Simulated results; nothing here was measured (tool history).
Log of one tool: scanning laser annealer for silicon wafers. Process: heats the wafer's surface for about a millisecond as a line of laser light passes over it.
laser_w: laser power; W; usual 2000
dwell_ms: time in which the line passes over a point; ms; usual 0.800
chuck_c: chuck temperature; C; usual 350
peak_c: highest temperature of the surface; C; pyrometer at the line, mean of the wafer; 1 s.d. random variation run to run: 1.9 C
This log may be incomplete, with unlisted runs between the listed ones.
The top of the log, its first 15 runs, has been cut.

Run 16, hour 355.2: usual settings. Result: peak_c 1098 C.
Run 17, hour 377.4: usual settings but chuck_c 384 C. Result: peak_c 1128 C.
Run 18, hour 399.9: usual settings. Result: peak_c 1097 C.
Run 19, hour 417.9: usual settings. Result: peak_c 1095 C.
Run 20, hour 433.8: usual settings. Result: peak_c 1096 C.
Run 21, hour 452.7: usual settings but dwell_ms 0.787 ms. Result: peak_c 1082 C.
Run 22, hour 482.8: usual settings but laser_w 2181 W, dwell_ms 0.963 ms, chuck_c 321 C. Result: peak_c 1223 C.
Run 23, hour 506.5: usual settings but laser_w 2181 W, dwell_ms 0.963 ms, chuck_c 321 C. Result: peak_c 1219 C.
Run 24, hour 536.7: usual settings but laser_w 2181 W, dwell_ms 0.963 ms, chuck_c 321 C. Result: peak_c 1220 C.
Run 25, hour 550.0: usual settings but dwell_ms 0.682 ms, chuck_c 316 C. Result: peak_c 993 C.
Run 26, hour 567.9: usual settings but laser_w 2098 W, dwell_ms 0.992 ms, chuck_c 361 C. Result: peak_c 1241 C.
Run 27, hour 582.8: usual settings but laser_w 1936 W, dwell_ms 0.818 ms. Result: peak_c 1080 C.
Run 28, hour 609.0: usual settings but dwell_ms 0.661 ms, chuck_c 365 C. Result: peak_c 1026 C.
Run 29, hour 625.8: usual settings but dwell_ms 0.661 ms, chuck_c 365 C. Result: peak_c 1027 C.
Run 30, hour 644.7: usual settings but dwell_ms 0.661 ms, chuck_c 365 C. Result: peak_c 1027 C.
Run 31, hour 674.8: usual settings but dwell_ms 0.661 ms, chuck_c 365 C. Result: peak_c 1026 C.
Run 32, hour 699.6: usual settings but laser_w 2081 W, dwell_ms 0.661 ms, chuck_c 313 C. Result: peak_c 996 C.
Run 33, hour 730.8: usual settings but laser_w 2020 W. Result: peak_c 1094 C.
Run 34, hour 754.2: usual settings but laser_w 1785 W, dwell_ms 0.747 ms, chuck_c 315 C. Result: peak_c 952 C.
Run 35, hour 777.9: usual settings but laser_w 1923 W, dwell_ms 0.759 ms, chuck_c 315 C. Result: peak_c 1002 C.
Run 36, hour 796.3: usual settings but laser_w 1889 W, dwell_ms 0.699 ms, chuck_c 375 C. Result: peak_c 1023 C.
Run 37, hour 819.5: usual settings but laser_w 2113 W, dwell_ms 0.633 ms. Result: peak_c 1026 C.
Run 38, hour 838.0: usual settings but laser_w 1765 W, chuck_c 363 C. Result: peak_c 1017 C.
Run 39, hour 856.7: usual settings but laser_w 1969 W, dwell_ms 0.846 ms, chuck_c 353 C. Result: peak_c 1103 C.
Run 40, hour 882.9: usual settings but laser_w 1969 W, dwell_ms 0.846 ms, chuck_c 353 C. Result: peak_c 1098 C.

3 ways to go on from here, each from the tool as it stands after run 40. What would each give?
Run A, hour 897.1: usual settings but laser_w 1969 W, dwell_ms 0.889 ms, chuck_c 382 C. Result: peak_c ?.
Run B, hour 897.1: usual settings but laser_w 1767 W, dwell_ms 0.803 ms, chuck_c 351 C. Result: peak_c ?.
Run C, hour 897.1: usual settings but laser_w 1978 W, dwell_ms 0.573 ms, chuck_c 356 C. Result: peak_c ?.

run  peak_c
  A    1152
  B    1009
  C     951
Take away the tool's hidden state, keep each run's random variation, and the runs would have read:
run  peak_c
  A    1193
  B    1044
  C     983
